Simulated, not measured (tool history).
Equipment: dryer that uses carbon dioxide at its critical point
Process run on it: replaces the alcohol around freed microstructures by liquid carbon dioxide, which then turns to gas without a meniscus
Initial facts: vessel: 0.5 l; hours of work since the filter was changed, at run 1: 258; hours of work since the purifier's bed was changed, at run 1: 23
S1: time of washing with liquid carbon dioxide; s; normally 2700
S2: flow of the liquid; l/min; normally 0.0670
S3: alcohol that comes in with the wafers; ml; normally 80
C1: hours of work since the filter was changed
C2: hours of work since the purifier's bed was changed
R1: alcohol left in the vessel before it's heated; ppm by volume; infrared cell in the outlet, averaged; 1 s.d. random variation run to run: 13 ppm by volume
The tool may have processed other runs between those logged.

run	hour	S1	S2	S3	C1	C2	R1
1	0.0	2700	0.0670	80	258	23	1481
2	10.5	2700	0.0670	80	265	30	1472
3	28.6	2700	0.0530	80	275	40	4121
4	45.0	2700	0.0627	80	285	50	2048
5	62.1	2700	0.0627	80	295	60	2097
6	69.9	2700	0.0627	80	300	65	2112
# hour 87.3: inlet filter changed
7	87.3	2700	0.0670	54	0	74	542
8	97.8	2700	0.0670	54	6	81	587
9	106.9	2700	0.0670	54	12	86	570
10	115.2	2700	0.0670	54	17	91	593
11	127.4	2700	0.0670	54	24	98	599
12	142.3	2700	0.0670	80	33	107	873
13	153.8	2700	0.0670	80	39	114	919
14	172.3	2700	0.0670	80	50	125	931
15	188.3	2700	0.0523	80	60	134	3004
16	200.3	2700	0.0523	80	67	142	3107
17	211.5	4260	0.0670	80	74	148	80
18	221.2	4260	0.0670	80	79	154	84
19	230.5	4260	0.0670	80	85	159	94
20	239.7	4260	0.0670	80	90	165	85
21	249.5	2700	0.0983	80	96	171	126
22	266.9	2700	0.0670	80	107	181	1065
23	277.9	2700	0.0670	80	113	188	1078
24	293.1	2100	0.0670	80	122	197	3223
25	310.5	2100	0.0670	80	132	207	3234
26	328.4	2040	0.0670	46	143	217	2189
27	345.0	2700	0.0670	98	153	227	1429
28	358.8	2700	0.0768	97	161	236	694
29	370.6	2700	0.0768	97	168	243	722
30	380.5	2700	0.0768	97	174	248	708
31	389.9	2700	0.0768	97	179	254	757
32	408.3	3540	0.0768	27	190	265	98
33	426.5	3120	0.0890	54	201	276	118
34	442.1	1920	0.0986	38	210	285	513
35	460.3	1920	0.0986	38	221	296	523
36	469.4	2700	0.0735	28	227	301	341
37	478.4	2700	0.0735	28	232	306	350
38	496.3	2700	0.0735	28	243	317	355
39	514.6	4020	0.1042	22	253	328	79
40	525.2	4020	0.1042	22	260	334	72
41	537.4	4020	0.0607	22	267	341	156
42	548.6	3120	0.0843	30	274	348	136
43	565.6	2460	0.0402	30	284	358	4958
44	584.2	1680	0.0761	28	295	369	2143
45	599.5	1680	0.0761	28	304	378	2225
# hour 609.5: inlet filter changed
46	610.7	1680	0.0761	28	1	384	1398
47	623.7	1680	0.0761	28	8	392	1424

Entry by entry between the runs, the difference in hidden state between the last listed run before and the first listed run after:
Runs 6 to 7: inlet filter changed (hour 87.3)
  flow that reaches the vessel past the clogged filter, %: 87.5 -> 99.9; alcohol in the recycled carbon dioxide, ppm: 19.2 -> 21.1
  measured value less the no-hidden-state value, R1: +975 -> +17 ppm by volume
Runs 45 to 46: inlet filter changed (hour 609.5)
  flow that reaches the vessel past the clogged filter, %: 87.6 -> 99.9; alcohol in the recycled carbon dioxide, ppm: 85.6 -> 86.7
  measured value less the no-hidden-state value, R1: +877 -> +87 ppm by volume

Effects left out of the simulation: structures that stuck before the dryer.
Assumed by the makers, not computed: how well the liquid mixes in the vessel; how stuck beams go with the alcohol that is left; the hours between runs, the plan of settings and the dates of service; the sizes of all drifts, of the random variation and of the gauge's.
